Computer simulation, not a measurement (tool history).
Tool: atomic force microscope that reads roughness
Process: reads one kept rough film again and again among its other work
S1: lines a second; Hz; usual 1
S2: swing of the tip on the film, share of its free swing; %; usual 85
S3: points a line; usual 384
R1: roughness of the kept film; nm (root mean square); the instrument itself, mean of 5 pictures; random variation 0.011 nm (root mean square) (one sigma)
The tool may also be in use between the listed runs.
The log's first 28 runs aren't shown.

{"run": 29, "day": 9.538, "S1": 1, "S2": 89, "S3": 847, "R1": 2.396}
{"run": 30, "day": 9.742, "S1": 1.26, "S2": 85, "S3": 336, "R1": 2.379}
{"day": 10.075, "done": "new tip fitted"}
{"run": 31, "day": 10.208, "S1": 2.52, "S2": 82, "S3": 336, "R1": 2.362}
{"run": 32, "day": 10.475, "S1": 0.57, "S2": 72, "S3": 279, "R1": 2.513}
{"run": 33, "day": 10.675, "S1": 0.57, "S2": 72, "S3": 279, "R1": 2.512}
{"run": 34, "day": 11.142, "S1": 2.82, "S2": 58, "S3": 435, "R1": 2.463}
{"run": 35, "day": 11.512, "S1": 2.82, "S2": 58, "S3": 435, "R1": 2.465}
{"run": 36, "day": 11.888, "S1": 3.07, "S2": 85, "S3": 384, "R1": 2.244}
{"run": 37, "day": 12.308, "S1": 3.9, "S2": 74, "S3": 384, "R1": 2.328}
{"run": 38, "day": 12.704, "S1": 3.9, "S2": 79, "S3": 930, "R1": 2.264}
{"run": 39, "day": 13.038, "S1": 0.86, "S2": 86, "S3": 930, "R1": 2.431}
{"day": 13.367, "done": "new tip fitted"}
{"run": 40, "day": 13.446, "S1": 0.96, "S2": 60, "S3": 641, "R1": 2.537}
{"run": 41, "day": 13.883, "S1": 2, "S2": 79, "S3": 384, "R1": 2.413}
{"run": 42, "day": 14.325, "S1": 2.09, "S2": 79, "S3": 489, "R1": 2.369}
{"run": 43, "day": 14.683, "S1": 1, "S2": 85, "S3": 280, "R1": 2.414}
{"run": 44, "day": 15.117, "S1": 1.83, "S2": 63, "S3": 384, "R1": 2.451}
{"run": 45, "day": 15.579, "S1": 1.47, "S2": 63, "S3": 384, "R1": 2.466}
{"run": 46, "day": 15.9, "S1": 0.87, "S2": 70, "S3": 977, "R1": 2.46}
{"run": 47, "day": 16.188, "S1": 0.87, "S2": 70, "S3": 977, "R1": 2.464}
{"run": 48, "day": 16.554, "S1": 1, "S2": 71, "S3": 331, "R1": 2.453}
{"day": 16.667, "done": "new tip fitted"}
{"run": 49, "day": 16.833, "S1": 1, "S2": 71, "S3": 331, "R1": 2.488}
{"run": 50, "day": 17.15, "S1": 1, "S2": 71, "S3": 331, "R1": 2.47}

5 ways to go on from here, each from the tool as it stands after run 50. What would each give?
{"run": "A", "day": 17.617, "S1": 1, "S2": 84, "S3": 290, "R1": "?"}
{"run": "B", "day": 17.617, "S1": 0.91, "S2": 71, "S3": 367, "R1": "?"}
{"run": "C", "day": 17.617, "S1": 1.08, "S2": 63, "S3": 947, "R1": "?"}
{"run": "D", "day": 17.617, "S1": 1, "S2": 85, "S3": 353, "R1": "?"}
{"run": "E", "day": 17.617, "S1": 2.47, "S2": 58, "S3": 557, "R1": "?"}

run=A R1=2.425
run=B R1=2.475
run=C R1=2.504
run=D R1=2.438
run=E R1=2.478
Without the tool's hidden state the same runs would have given:
run=A R1=2.455
run=B R1=2.506
run=C R1=2.535
run=D R1=2.469
run=E R1=2.509
